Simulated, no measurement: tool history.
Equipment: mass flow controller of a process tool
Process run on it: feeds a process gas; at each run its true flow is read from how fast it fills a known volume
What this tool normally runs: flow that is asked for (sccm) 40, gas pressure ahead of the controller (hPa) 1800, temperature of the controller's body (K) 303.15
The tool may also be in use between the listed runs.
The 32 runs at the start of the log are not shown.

run,hour,flow that is asked for (sccm),gas pressure ahead of the controller (hPa),temperature of the controller's body (K),true flow (%)
33,7360.8,14,1800,300.15,102.7
34,7645.9,14,1800,300.15,103.02
35,7930.7,73,2330,298.15,99.39
# hour 7950.4: controller exchanged for a calibrated one
36,8255.8,80,1670,293.15,99.89
37,8513.8,80,1670,293.15,99.86
38,8736.4,80,1670,299.15,99.69
39,9066.5,47,1720,299.15,99.17
40,9310.2,47,1720,299.15,99.14
41,9458.2,40,1500,305.15,98.78
42,9673.1,53,1800,305.15,98.94
43,9980.3,18,2600,294.15,99.4
44,10176.4,18,2600,294.15,99.66
45,10389.7,54,2160,302.15,99.25
46,10548.8,54,2160,302.15,99.17
47,10766.9,23,2610,302.15,99.22
48,10910.9,23,2610,302.15,99.31

Branching from run 48: 3 alternative next runs. What would each branch give?
A,11098.5,88,2290,302.15,?
B,11098.5,11,1920,303.15,?
C,11098.5,89,1440,311.15,?

run,true flow (%)
A,99.78
B,101.05
C,99.44
Without the tool's unlogged condition, the same runs would have read:
run,true flow (%)
A,99.54
B,97.86
C,99.2

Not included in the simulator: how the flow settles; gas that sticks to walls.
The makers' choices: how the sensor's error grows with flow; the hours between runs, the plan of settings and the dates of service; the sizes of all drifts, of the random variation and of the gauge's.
